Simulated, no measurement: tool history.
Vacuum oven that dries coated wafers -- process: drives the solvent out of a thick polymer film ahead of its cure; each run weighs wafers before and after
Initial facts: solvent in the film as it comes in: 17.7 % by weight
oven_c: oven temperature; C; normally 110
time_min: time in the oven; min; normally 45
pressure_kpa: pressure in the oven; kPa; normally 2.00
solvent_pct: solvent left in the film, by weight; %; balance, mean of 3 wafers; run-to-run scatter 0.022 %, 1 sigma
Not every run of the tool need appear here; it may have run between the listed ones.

run,hour,oven_c,time_min,pressure_kpa,solvent_pct
1,0.0,110,45,2.00,2.16
2,23.1,112,45,2.00,1.85
3,36.8,110,50,2.00,1.93
4,61.6,110,45,1.25,1.85
5,76.3,110,45,1.25,1.85
6,94.1,110,45,2.00,2.21
7,120.3,112,45,2.00,1.89
8,138.6,110,75,2.00,1.26
9,163.8,110,75,2.00,1.24
10,192.1,110,75,2.00,1.25
11,213.9,110,62,2.00,1.49
12,233.3,110,62,2.00,1.45
13,262.6,110,39,2.00,2.63
14,287.6,107,45,4.15,3.90
15,314.7,107,45,4.15,3.89
16,329.0,113,74,4.15,2.06
17,357.6,113,81,1.90,1.01
18,371.1,101,63,2.15,3.10
19,402.0,122,52,4.68,1.67
20,418.3,113,27,2.41,3.45
21,439.6,113,27,2.41,3.48

Not shown: 2 entries that the log had between the listed runs. Between which runs, and how does the tool's hidden state differ before and after?
Run 12 -> run 13: vacuum gauge cleaned of residue and calibrated (hour 237.0)
  true wafer temperature over the reading, C: 0.85 -> 0.86; true pressure over the reading, kPa: 0.057 -> 0.08
  measured minus no-state result, solvent_pct: -0.07 -> -0.14 %
Run 18 -> run 19: vacuum gauge cleaned of residue and calibrated, once more (hour 392.0)
  true wafer temperature over the reading, C: 0.9 -> 0.92; true pressure over the reading, kPa: 0.086 -> -0.013
  measured minus no-state result, solvent_pct: -0.15 -> -0.07 %

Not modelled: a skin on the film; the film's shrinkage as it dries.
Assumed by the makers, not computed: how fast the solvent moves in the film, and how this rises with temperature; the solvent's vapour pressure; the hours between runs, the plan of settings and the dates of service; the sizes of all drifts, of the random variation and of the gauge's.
